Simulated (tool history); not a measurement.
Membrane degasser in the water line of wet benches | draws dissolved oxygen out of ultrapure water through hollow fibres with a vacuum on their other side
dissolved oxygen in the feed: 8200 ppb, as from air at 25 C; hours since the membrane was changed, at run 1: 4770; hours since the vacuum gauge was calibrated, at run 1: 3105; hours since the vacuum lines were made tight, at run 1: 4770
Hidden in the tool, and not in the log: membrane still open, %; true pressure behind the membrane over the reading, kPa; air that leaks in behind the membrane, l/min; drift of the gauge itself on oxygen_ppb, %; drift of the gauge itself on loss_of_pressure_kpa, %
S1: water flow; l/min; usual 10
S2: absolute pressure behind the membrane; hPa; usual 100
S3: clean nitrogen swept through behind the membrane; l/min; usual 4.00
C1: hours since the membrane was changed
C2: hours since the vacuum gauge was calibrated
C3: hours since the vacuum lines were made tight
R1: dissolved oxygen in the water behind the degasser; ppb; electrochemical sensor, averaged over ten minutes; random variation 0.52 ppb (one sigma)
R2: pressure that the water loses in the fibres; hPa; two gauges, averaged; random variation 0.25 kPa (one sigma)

| run | hour | S1 | S2 | S3 | C1 | C2 | C3 | R1 | R2 |
|---|---|---|---|---|---|---|---|---|---|
| 1 | 0.0 | 10 | 100 | 4.00 | 4770 | 3105 | 4770 | 46.2 | 690.0 |
| 2 | 163.7 | 10 | 100 | 4.00 | 4934 | 3268 | 4934 | 45.2 | 687.7 |
| 3 | 388.3 | 10 | 64 | 4.00 | 5158 | 3493 | 5158 | 22.9 | 689.1 |
| 4 | 565.0 | 10 | 100 | 4.00 | 5335 | 3670 | 5335 | 45.9 | 688.1 |
| 5 | 673.1 | 10 | 100 | 6.36 | 5443 | 3778 | 5443 | 29.7 | 689.3 |
| 6 | 779.0 | 10 | 100 | 6.36 | 5549 | 3884 | 5549 | 30.0 | 692.5 |
| 7 | 983.8 | 10 | 100 | 6.36 | 5754 | 4089 | 5754 | 29.4 | 694.7 |
| 8 | 1188.8 | 7 | 100 | 4.00 | 5959 | 4294 | 5959 | 30.9 | 486.3 |
| 9 | 1385.9 | 7 | 100 | 6.66 | 6156 | 4491 | 6156 | 19.4 | 486.0 |
| 10 | 1552.2 | 7 | 100 | 6.66 | 6322 | 4657 | 6322 | 19.0 | 491.9 |
| 11 | 1653.1 | 7 | 100 | 6.66 | 6423 | 4758 | 6423 | 18.7 | 490.2 |
|  | 1799.2 | vacuum gauge calibrated |
| 12 | 1848.6 | 8 | 100 | 4.00 | 6618 | 49 | 6618 | 35.6 | 556.7 |
| 13 | 2075.6 | 10 | 100 | 4.00 | 6845 | 276 | 6845 | 44.6 | 704.2 |
| 14 | 2220.0 | 10 | 215 | 4.00 | 6990 | 421 | 6990 | 113.5 | 698.5 |
|  | 2286.0 | gauge calibrated |
| 15 | 2413.2 | 10 | 215 | 4.00 | 7183 | 614 | 7183 | 115.6 | 686.1 |
| 16 | 2517.8 | 10 | 215 | 4.00 | 7287 | 719 | 7287 | 113.8 | 686.8 |
| 17 | 2745.8 | 15 | 88 | 3.50 | 7515 | 947 | 7515 | 65.8 | 1040.2 |
| 18 | 2875.1 | 15 | 88 | 3.50 | 7645 | 1076 | 7645 | 67.5 | 1037.1 |

Run 19 comes next. What will it give?
|  | 3018.0 | seals of the vacuum lines changed |
| 19 | 3095.3 | 11 | 69 | 4.55 | 7863 | 1294 | 77 | ? | ? |

{"run 19": {"R1": 26.3, "R2": 764.1}}
Without the tool's hidden state the same run would have given R1 26.3 ppb, R2 756.9 hPa.
